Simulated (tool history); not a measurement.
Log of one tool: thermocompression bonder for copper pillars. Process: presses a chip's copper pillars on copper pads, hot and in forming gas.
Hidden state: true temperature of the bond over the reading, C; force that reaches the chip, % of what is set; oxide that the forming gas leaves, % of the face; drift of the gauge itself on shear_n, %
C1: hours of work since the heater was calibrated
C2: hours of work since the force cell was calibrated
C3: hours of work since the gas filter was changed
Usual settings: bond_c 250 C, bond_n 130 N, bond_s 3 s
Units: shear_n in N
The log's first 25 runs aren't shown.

{"run": 26, "hour": 1308.6, "bond_c": 238, "bond_n": 148, "bond_s": 3, "C1": 271, "C2": 444, "C3": 74, "shear_n": 64.2}
{"run": 27, "hour": 1338.2, "bond_c": 238, "bond_n": 148, "bond_s": 3, "C1": 295, "C2": 468, "C3": 97, "shear_n": 64.3}
{"run": 28, "hour": 1378.3, "bond_c": 272, "bond_n": 179, "bond_s": 3, "C1": 326, "C2": 499, "C3": 129, "shear_n": 84.8}
{"run": 29, "hour": 1447.8, "bond_c": 234, "bond_n": 177, "bond_s": 3, "C1": 381, "C2": 554, "C3": 184, "shear_n": 64.6}
{"hour": 1477.3, "done": "forming gas filter changed"}
{"run": 30, "hour": 1492.8, "bond_c": 241, "bond_n": 102, "bond_s": 6, "C1": 417, "C2": 589, "C3": 12, "shear_n": 69.7}
{"run": 31, "hour": 1533.7, "bond_c": 255, "bond_n": 129, "bond_s": 5, "C1": 449, "C2": 622, "C3": 45, "shear_n": 80}
{"run": 32, "hour": 1590.1, "bond_c": 250, "bond_n": 130, "bond_s": 4, "C1": 494, "C2": 666, "C3": 89, "shear_n": 73.5}
{"run": 33, "hour": 1632.2, "bond_c": 250, "bond_n": 130, "bond_s": 3, "C1": 527, "C2": 700, "C3": 123, "shear_n": 68.6}
{"run": 34, "hour": 1691.6, "bond_c": 250, "bond_n": 130, "bond_s": 3, "C1": 574, "C2": 747, "C3": 170, "shear_n": 68.3}
{"run": 35, "hour": 1726.1, "bond_c": 250, "bond_n": 130, "bond_s": 2, "C1": 601, "C2": 774, "C3": 197, "shear_n": 60.7}
{"hour": 1740.1, "done": "forming gas filter changed"}
{"run": 36, "hour": 1757.2, "bond_c": 269, "bond_n": 113, "bond_s": 7, "C1": 625, "C2": 798, "C3": 14, "shear_n": 88.6}
{"run": 37, "hour": 1829.5, "bond_c": 245, "bond_n": 130, "bond_s": 2, "C1": 683, "C2": 856, "C3": 71, "shear_n": 60.3}
{"run": 38, "hour": 1895.0, "bond_c": 238, "bond_n": 130, "bond_s": 4, "C1": 734, "C2": 907, "C3": 123, "shear_n": 66.5}
{"run": 39, "hour": 1957.2, "bond_c": 227, "bond_n": 89, "bond_s": 3, "C1": 784, "C2": 957, "C3": 172, "shear_n": 44.5}

Forecast each of these 3 alternatives for the next run:
{"hour": 2000.3, "done": "forming gas filter changed"}
{"run": "A", "hour": 2003.4, "bond_c": 229, "bond_n": 89, "bond_s": 3, "C1": 820, "C2": 993, "C3": 2, "shear_n": "?"}
{"hour": 2000.3, "done": "forming gas filter changed"}
{"run": "B", "hour": 2003.4, "bond_c": 250, "bond_n": 130, "bond_s": 4, "C1": 820, "C2": 993, "C3": 2, "shear_n": "?"}
{"hour": 2000.3, "done": "forming gas filter changed"}
{"run": "C", "hour": 2003.4, "bond_c": 234, "bond_n": 93, "bond_s": 9, "C1": 820, "C2": 993, "C3": 2, "shear_n": "?"}

run=A shear_n=47.8
run=B shear_n=76.4
run=C shear_n=71.4
Without the tool's hidden state the same runs would have given:
run=A shear_n=45.6
run=B shear_n=74.6
run=C shear_n=69.2
